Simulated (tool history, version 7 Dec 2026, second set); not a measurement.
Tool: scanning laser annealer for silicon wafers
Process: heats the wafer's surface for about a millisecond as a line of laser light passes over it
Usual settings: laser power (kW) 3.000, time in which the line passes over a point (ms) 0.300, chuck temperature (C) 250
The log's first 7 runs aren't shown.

run     day  laser power (kW)  time in which the line passes over a point (ms)  chuck temperature (C)  highest temperature of the surface (C)
  8   3.554             3.000                                            0.364                    250                                    1056
  9   3.912             3.000                                            0.364                    269                                    1074
 10   4.462             2.592                                            0.300                    250                                     870
 11   5.125             2.592                                            0.300                    250                                     870
 12   5.717             3.000                                            0.377                    250                                    1069
 13   6.229             3.000                                            0.377                    250                                    1068
 14   6.896             3.000                                            0.377                    250                                    1070
 15   7.254             3.000                                            0.377                    250                                    1069
 16   7.592             3.000                                            0.377                    250                                    1068
 17   8.212             3.000                                            0.377                    250                                    1066
 18   8.721             3.000                                            0.273                    250                                     937
 19   9.104             3.000                                            0.300                    250                                     974
 20   9.675             3.000                                            0.300                    250                                     971
 21  10.033             3.093                                            0.345                    241                                    1046
 22  10.496             2.857                                            0.286                    261                                     930
 23  11.104             2.954                                            0.347                    284                                    1054
 24  11.825             2.954                                            0.347                    284                                    1054
 25  12.479             2.954                                            0.347                    284                                    1054
 26  12.867             2.954                                            0.347                    284                                    1053
 27  13.500             2.954                                            0.347                    284                                    1053
 28  14.012             2.580                                            0.296                    247                                     858
     14.162  -- window over the wafer cleaned
 29  14.625             2.701                                            0.255                    263                                     852
 30  14.925             2.701                                            0.255                    263                                     853
 31  15.667             2.655                                            0.330                    242                                     909

Run 32 comes next. What will it give?
 32  16.075             2.655                                            0.252                    237                                       ?

{"run 32": {"highest temperature of the surface (C)": 809}}
Without the tool's hidden state the same run would have given highest temperature of the surface (C) 820.
